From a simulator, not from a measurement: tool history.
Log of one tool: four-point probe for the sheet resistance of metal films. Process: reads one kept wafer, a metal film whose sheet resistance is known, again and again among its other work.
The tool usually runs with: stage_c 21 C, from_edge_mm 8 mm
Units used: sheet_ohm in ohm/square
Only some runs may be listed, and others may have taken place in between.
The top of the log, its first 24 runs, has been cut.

run   hour  stage_c  from_edge_mm  touches since the probe head was changed  hours of work since the stage's thermometer was calibrated  sheet_ohm
 25  389.9       34             7                                     16742                                                         865    1.58093
 26  398.7       34             7                                     16918                                                         869   1.580767
 27  418.5       25             9                                     17317                                                         879   1.573778
 28  436.5       25             9                                     17678                                                         887   1.573683
 29    448       21             9                                     17908                                                         893   1.572111
 30  468.7       18            23                                     18325                                                         903   1.567082
 31  481.6       21             3                                     18584                                                         909   1.604394
 32  496.3       21             3                                     18880                                                         916   1.604306

Predict the results of run 33:
 33  515.2       27             6                                     19259                                                         925          ?

{"run 33": {"sheet_ohm": 1.580107}}
Were there no unlogged condition in the tool, this run, its random variation unchanged, would have produced sheet_ohm 1.579996 ohm/square.

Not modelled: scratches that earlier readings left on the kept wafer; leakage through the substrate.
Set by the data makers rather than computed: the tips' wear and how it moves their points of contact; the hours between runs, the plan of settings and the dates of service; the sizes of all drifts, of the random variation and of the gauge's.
